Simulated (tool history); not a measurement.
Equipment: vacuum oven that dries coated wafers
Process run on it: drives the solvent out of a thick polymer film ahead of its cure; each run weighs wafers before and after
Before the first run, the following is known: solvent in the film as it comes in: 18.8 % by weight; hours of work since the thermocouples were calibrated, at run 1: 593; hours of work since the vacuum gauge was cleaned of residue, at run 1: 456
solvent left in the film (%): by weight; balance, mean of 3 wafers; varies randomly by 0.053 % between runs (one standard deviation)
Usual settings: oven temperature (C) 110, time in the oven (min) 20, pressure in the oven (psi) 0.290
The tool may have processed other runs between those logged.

| run | hour | oven temperature (C) | time in the oven (min) | pressure in the oven (psi) | hours of work since the thermocouples were calibrated | hours of work since the vacuum gauge was cleaned of residue | solvent left in the film (%) |
|---|---|---|---|---|---|---|---|
| 1 | 0.0 | 110 | 20 | 0.290 | 593 | 456 | 1.60 |
| 2 | 22.1 | 112 | 20 | 0.290 | 603 | 466 | 1.18 |
| 3 | 53.5 | 110 | 20 | 0.290 | 617 | 480 | 1.72 |
| 4 | 89.7 | 110 | 20 | 0.290 | 633 | 496 | 1.53 |
| 5 | 126.7 | 110 | 20 | 0.532 | 650 | 513 | 1.94 |
| 6 | 155.5 | 110 | 20 | 0.833 | 663 | 526 | 2.57 |
| 7 | 180.1 | 110 | 20 | 0.305 | 674 | 537 | 1.61 |
| 8 | 215.1 | 110 | 20 | 0.305 | 690 | 553 | 1.59 |
| 9 | 243.2 | 110 | 20 | 0.305 | 703 | 565 | 1.63 |
| 10 | 278.0 | 110 | 20 | 0.305 | 718 | 581 | 1.60 |
| 11 | 306.0 | 110 | 20 | 0.305 | 731 | 594 | 1.58 |
| 12 | 325.2 | 110 | 20 | 0.305 | 740 | 602 | 1.67 |
| 13 | 341.6 | 110 | 20 | 0.305 | 747 | 610 | 1.59 |
| 14 | 375.9 | 110 | 20 | 0.305 | 762 | 625 | 1.78 |
| 15 | 410.8 | 110 | 20 | 0.305 | 778 | 641 | 1.60 |
| 16 | 438.3 | 110 | 20 | 0.305 | 791 | 654 | 1.66 |
| 17 | 464.9 | 110 | 20 | 0.305 | 803 | 666 | 1.58 |
| 18 | 497.1 | 110 | 20 | 0.290 | 817 | 680 | 1.57 |
| 19 | 521.9 | 110 | 20 | 0.290 | 828 | 691 | 1.66 |
| 20 | 559.6 | 110 | 20 | 0.290 | 845 | 708 | 1.64 |
| 21 | 582.8 | 110 | 20 | 0.290 | 856 | 719 | 1.53 |
| 22 | 611.3 | 110 | 20 | 0.290 | 869 | 732 | 1.59 |
| 23 | 630.6 | 110 | 20 | 0.290 | 877 | 740 | 1.57 |
| 24 | 647.3 | 110 | 11 | 0.170 | 885 | 748 | 3.93 |
| 25 | 682.9 | 110 | 11 | 0.170 | 901 | 764 | 3.84 |
| 26 | 700.4 | 110 | 11 | 0.170 | 909 | 772 | 3.83 |
| 27 | 731.1 | 110 | 16 | 0.322 | 923 | 786 | 2.47 |
| 28 | 765.9 | 111 | 25 | 0.583 | 939 | 801 | 1.46 |

Estimate the outcome of run 29 from the log above:
| 29 | 789.9 | 111 | 25 | 0.583 | 949 | 812 | ? |

solvent left in the film (%): 1.50
Had the tool carried no hidden state, the very same run would have given solvent left in the film (%) 1.49.
